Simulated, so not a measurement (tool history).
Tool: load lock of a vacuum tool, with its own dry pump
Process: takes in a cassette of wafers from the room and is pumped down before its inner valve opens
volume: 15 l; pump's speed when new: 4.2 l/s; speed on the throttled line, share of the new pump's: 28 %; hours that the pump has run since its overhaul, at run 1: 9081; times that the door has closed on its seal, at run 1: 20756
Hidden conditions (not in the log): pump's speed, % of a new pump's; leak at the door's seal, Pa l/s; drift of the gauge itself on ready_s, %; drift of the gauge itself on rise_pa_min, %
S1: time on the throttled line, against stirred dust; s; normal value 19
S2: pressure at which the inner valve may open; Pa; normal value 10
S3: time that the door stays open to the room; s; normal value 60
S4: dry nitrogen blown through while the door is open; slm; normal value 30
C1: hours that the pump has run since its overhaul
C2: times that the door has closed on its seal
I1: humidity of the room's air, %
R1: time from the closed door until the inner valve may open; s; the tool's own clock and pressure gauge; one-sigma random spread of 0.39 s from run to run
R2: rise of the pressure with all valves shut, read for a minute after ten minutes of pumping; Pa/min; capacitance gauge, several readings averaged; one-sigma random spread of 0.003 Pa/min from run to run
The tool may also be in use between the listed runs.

| run | day | S1 | S2 | S3 | S4 | C1 | C2 | I1 | R1 | R2 |
|---|---|---|---|---|---|---|---|---|---|---|
| 1 | 0 | 19 | 10 | 60 | 30 | 9081 | 20756 | 45.9 | 45.8 | 0.043 |
| 2 | 12.525 | 19 | 10 | 60 | 30 | 9381 | 21318 | 42.2 | 46.3 | 0.037 |
| 3 | 29.25 | 19 | 10 | 60 | 30 | 9783 | 22068 | 45.1 | 46.6 | 0.041 |
| 4 | 51.662 | 19 | 10 | 60 | 30 | 10320 | 23073 | 44.3 | 46.8 | 0.041 |
| 5 | 79.542 | 25 | 10 | 60 | 30 | 10990 | 24324 | 45.3 | 50.6 | 0.043 |
| 6 | 93.871 | 25 | 10 | 60 | 30 | 11333 | 24967 | 44 | 51 | 0.04 |
| 7 | 112.492 | 19 | 10 | 60 | 12 | 11780 | 25802 | 45.6 | 46 | 0.056 |
|  | 130.025 | door's seal changed, seat wiped |
| 8 | 132.317 | 19 | 10 | 60 | 30 | 12255 | 103 | 45.3 | 46 | 0.037 |
| 9 | 152.596 | 19 | 10 | 60 | 6 | 12741 | 1013 | 45.3 | 46.7 | 0.08 |
| 10 | 164.875 | 19 | 10 | 60 | 6 | 13036 | 1564 | 46.1 | 46.2 | 0.078 |
| 11 | 186.454 | 19 | 14 | 60 | 30 | 13554 | 2531 | 41.6 | 44.9 | 0.033 |
| 12 | 202.971 | 19 | 10 | 60 | 30 | 13950 | 3272 | 43.4 | 46.3 | 0.034 |
| 13 | 216.933 | 19 | 10 | 60 | 30 | 14285 | 3899 | 45.1 | 46.6 | 0.04 |
| 14 | 240.121 | 19 | 10 | 60 | 30 | 14842 | 4939 | 46 | 46.7 | 0.04 |
| 15 | 255.967 | 19 | 10 | 60 | 30 | 15222 | 5649 | 48.3 | 47.2 | 0.034 |
| 16 | 269.5 | 19 | 10 | 153 | 30 | 15547 | 6257 | 46.4 | 46.1 | 0.051 |
| 17 | 298.362 | 19 | 10 | 153 | 5 | 16240 | 7551 | 45.4 | 46.5 | 0.12 |
| 18 | 313.742 | 19 | 10 | 60 | 28 | 16609 | 8241 | 43 | 47.1 | 0.036 |
| 19 | 326.942 | 19 | 10 | 60 | 28 | 16926 | 8833 | 48.8 | 46.6 | 0.049 |
| 20 | 344.983 | 19 | 10 | 50 | 30 | 17359 | 9642 | 41.9 | 46.4 | 0.029 |
| 21 | 357.142 | 19 | 10 | 60 | 30 | 17650 | 10188 | 44.6 | 46.1 | 0.039 |
| 22 | 372.879 | 19 | 10 | 60 | 30 | 18028 | 10893 | 48.9 | 46.1 | 0.035 |
| 23 | 401.65 | 19 | 10 | 60 | 30 | 18719 | 12184 | 48.5 | 46.9 | 0.038 |
| 24 | 421.712 | 35 | 15 | 60 | 30 | 19200 | 13084 | 44.8 | 56.5 | 0.032 |
|  | 439.929 | dry pump taken out, an overhauled one fitted |
| 25 | 440.608 | 19 | 7 | 102 | 42 | 16 | 13920 | 43 | 47.7 | 0.035 |
| 26 | 467.35 | 19 | 7 | 102 | 42 | 658 | 15120 | 47.9 | 47.6 | 0.038 |
| 27 | 485.238 | 19 | 10 | 26 | 7 | 1087 | 15922 | 42.4 | 46.3 | 0.053 |
| 28 | 497.588 | 19 | 19 | 152 | 30 | 1384 | 16476 | 44.6 | 44.3 | 0.052 |
| 29 | 520.596 | 19 | 19 | 152 | 30 | 1936 | 17508 | 45 | 44.6 | 0.053 |
| 30 | 537.062 | 19 | 19 | 152 | 30 | 2331 | 18247 | 44.9 | 44 | 0.05 |
| 31 | 557.133 | 19 | 16 | 85 | 30 | 2813 | 19147 | 42.3 | 44.9 | 0.037 |
| 32 | 569.45 | 19 | 16 | 85 | 30 | 3108 | 19699 | 45.1 | 45 | 0.04 |
| 33 | 583.375 | 23 | 10 | 105 | 9 | 3443 | 20324 | 41.8 | 49.1 | 0.071 |
| 34 | 611.738 | 23 | 10 | 105 | 9 | 4123 | 21596 | 42.8 | 49.5 | 0.077 |
| 35 | 624.5 | 23 | 10 | 105 | 17 | 4430 | 22169 | 43.9 | 49.8 | 0.06 |
| 36 | 638.396 | 34 | 7 | 60 | 30 | 4763 | 22792 | 44.9 | 59.3 | 0.038 |
| 37 | 653.783 | 19 | 10 | 60 | 7 | 5132 | 23482 | 44.3 | 46.5 | 0.073 |

Hidden state or all else? Some run-to-run changes of R2, split into what the settings, what came in and random variation would give without the hidden state, and what is left for the hidden state (with any gauge scatter that isn't in both results):
Run 4 -> 5: S1 19 -> 25. R2 +0.002 Pa/min: hidden state +0.001, all else +0.001.
Run 6 -> 7: S1 25 -> 19, S4 30 -> 12. R2 +0.016 Pa/min: hidden state -0.001, all else +0.017.
Run 7 -> 8: S4 12 -> 30, door's seal changed, seat wiped. R2 -0.019 Pa/min: hidden state -0.002, all else -0.017.
Run 10 -> 11: S2 10 -> 14, S4 6 -> 30. R2 -0.045 Pa/min: hidden state +0, all else -0.045.
Run 16 -> 17: S4 30 -> 5. R2 +0.069 Pa/min: hidden state +0.001, all else +0.068.
Run 17 -> 18: S3 153 -> 60, S4 5 -> 28. R2 -0.084 Pa/min: hidden state -0.001, all else -0.083.

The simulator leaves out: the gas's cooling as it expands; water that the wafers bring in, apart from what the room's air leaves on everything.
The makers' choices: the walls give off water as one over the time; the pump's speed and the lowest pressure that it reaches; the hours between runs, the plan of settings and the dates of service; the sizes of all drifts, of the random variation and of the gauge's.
